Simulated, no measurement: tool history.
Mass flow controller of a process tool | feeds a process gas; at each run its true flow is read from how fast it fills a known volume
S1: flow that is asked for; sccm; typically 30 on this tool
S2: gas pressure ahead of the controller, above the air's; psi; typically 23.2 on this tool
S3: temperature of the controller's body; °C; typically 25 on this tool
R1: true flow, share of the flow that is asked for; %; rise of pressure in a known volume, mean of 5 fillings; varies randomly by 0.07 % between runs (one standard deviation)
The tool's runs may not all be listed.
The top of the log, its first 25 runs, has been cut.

| run | hour | S1 | S2 | S3 | R1 |
|---|---|---|---|---|---|
| 26 | 8491.5 | 48 | 23.2 | 25 | 97.49 |
| 27 | 8838.1 | 64 | 32.5 | 38 | 97.30 |
| 28 | 9224.6 | 64 | 23.5 | 22 | 98.18 |
| 29 | 9634.2 | 24 | 23.2 | 30 | 96.19 |
| 30 | 10042.6 | 30 | 22.0 | 35 | 95.85 |
| 31 | 10283.2 | 30 | 21.9 | 23 | 96.66 |
| 32 | 10533.3 | 26 | 37.0 | 34 | 96.12 |
| 33 | 10803.2 | 26 | 37.0 | 34 | 96.23 |
| 34 | 11115.4 | 26 | 37.0 | 28 | 96.47 |
| 35 | 11485.1 | 27 | 23.2 | 24 | 96.20 |
| 36 | 11910.4 | 25 | 40.0 | 22 | 96.71 |
| 37 | 12270.0 | 25 | 33.6 | 22 | 96.72 |
| 38 | 12464.0 | 28 | 31.3 | 25 | 96.41 |
| 39 | 12773.5 | 28 | 31.3 | 21 | 96.64 |
|  | 12844.1 | controller's zero set anew |
|  | 13121.2 | controller exchanged for a calibrated one |
| 40 | 13210.5 | 28 | 31.3 | 21 | 96.49 |
| 41 | 13503.6 | 58 | 30.3 | 33 | 96.46 |
| 42 | 13833.9 | 26 | 22.8 | 29 | 95.47 |
| 43 | 14145.1 | 27 | 27.1 | 30 | 95.32 |

Run 44 comes next. What will it give?
| 44 | 14573.6 | 30 | 22.8 | 21 | ? |

{"run 44": {"R1": 95.88}}
Minus the tool's unlogged condition, the same run would have read R1 97.59 %.
